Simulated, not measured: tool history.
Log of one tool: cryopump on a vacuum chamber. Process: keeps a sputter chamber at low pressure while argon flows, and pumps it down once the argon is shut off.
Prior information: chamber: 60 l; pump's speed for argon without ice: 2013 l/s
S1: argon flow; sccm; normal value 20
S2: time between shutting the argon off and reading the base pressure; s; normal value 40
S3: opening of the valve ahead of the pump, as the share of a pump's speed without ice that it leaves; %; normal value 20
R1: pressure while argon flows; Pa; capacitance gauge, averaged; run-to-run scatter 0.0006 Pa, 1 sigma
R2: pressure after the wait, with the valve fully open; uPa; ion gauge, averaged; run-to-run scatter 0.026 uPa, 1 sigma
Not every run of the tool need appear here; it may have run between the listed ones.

Run 1, day 0: usual settings. Result: R1 0.0844 Pa, R2 1.9 uPa.
Run 2, day 2.154: usual settings. Result: R1 0.0844 Pa, R2 1.9 uPa.
Run 3, day 3.796: usual settings. Result: R1 0.0848 Pa, R2 1.95 uPa.
Run 4, day 5.108: usual settings. Result: R1 0.0853 Pa, R2 1.94 uPa.
Run 5, day 6.908: usual settings but S1 18 sccm. Result: R1 0.0774 Pa, R2 2.01 uPa.
Run 6, day 9.196: usual settings but S2 22 s. Result: R1 0.0861 Pa, R2 2.82 uPa.
Run 7, day 11.725: usual settings but S3 15 %. Result: R1 0.1152 Pa, R2 2.03 uPa.
Run 8, day 13.446: usual settings but S3 15 %. Result: R1 0.1139 Pa, R2 2.1 uPa.
Run 9, day 15.638: usual settings but S3 15 %. Result: R1 0.1136 Pa, R2 2.08 uPa.
Run 10, day 17.488: usual settings but S3 15 %. Result: R1 0.1139 Pa, R2 2.14 uPa.
Run 11, day 18.858: usual settings but S3 15 %. Result: R1 0.1155 Pa, R2 2.15 uPa.
Run 12, day 20.158: usual settings. Result: R1 0.0867 Pa, R2 2.11 uPa.
Run 13, day 21.933: usual settings. Result: R1 0.0876 Pa, R2 2.2 uPa.
Run 14, day 24.333: usual settings. Result: R1 0.0873 Pa, R2 2.21 uPa.
Run 15, day 26.288: usual settings. Result: R1 0.0878 Pa, R2 2.24 uPa.
Run 16, day 27.525: usual settings but S2 82 s, S3 38 %. Result: R1 0.0481 Pa, R2 1.76 uPa.
At day 27.925: leaking fittings of the chamber tightened, without venting.
Run 17, day 29.888: usual settings but S1 18 sccm, S3 18 %. Result: R1 0.0886 Pa, R2 1.22 uPa.
Run 18, day 31.525: usual settings but S1 13 sccm, S2 30 s, S3 41 %. Result: R1 0.0295 Pa, R2 1.62 uPa.
Run 19, day 33.588: usual settings but S1 13 sccm, S2 30 s, S3 41 %. Result: R1 0.0305 Pa, R2 1.55 uPa.
Run 20, day 35.688: usual settings but S1 23 sccm, S2 34 s, S3 33 %. Result: R1 0.0637 Pa, R2 1.51 uPa.
Run 21, day 36.938: usual settings but S1 32 sccm, S2 66 s, S3 33 %. Result: R1 0.0895 Pa, R2 0.92 uPa.
Run 22, day 39.325: usual settings but S1 32 sccm, S2 202 s, S3 21 %. Result: R1 0.1363 Pa, R2 0.54 uPa.
Run 23, day 40.462: usual settings but S1 32 sccm, S2 202 s, S3 21 %. Result: R1 0.1365 Pa, R2 0.57 uPa.
Run 24, day 42.983: usual settings but S1 23 sccm, S2 23 s, S3 32 %. Result: R1 0.0672 Pa, R2 2.05 uPa.
Run 25, day 45.433: usual settings but S1 23 sccm, S2 23 s, S3 32 %. Result: R1 0.068 Pa, R2 2.12 uPa.
Run 26, day 46.654: usual settings but S1 23 sccm, S2 23 s, S3 32 %. Result: R1 0.0674 Pa, R2 2.09 uPa.
Run 27, day 48.279: usual settings but S1 23 sccm, S2 280 s, S3 32 %. Result: R1 0.0683 Pa, R2 0.57 uPa.
At day 48.796: pump warmed up, emptied and cooled again.
Run 28, day 49.675: usual settings but S3 30 %. Result: R1 0.0564 Pa, R2 1.3 uPa.

Run 29 has not been measured yet. What should we expect?
Run 29, day 51.362: usual settings but S3 30 %. Result: R1 ?, R2 ?.

R1: 0.0571 Pa
R2: 1.34 uPa
The same run, on a tool lacking any hidden state, would have yielded R1 0.0564 Pa, R2 1.14 uPa.
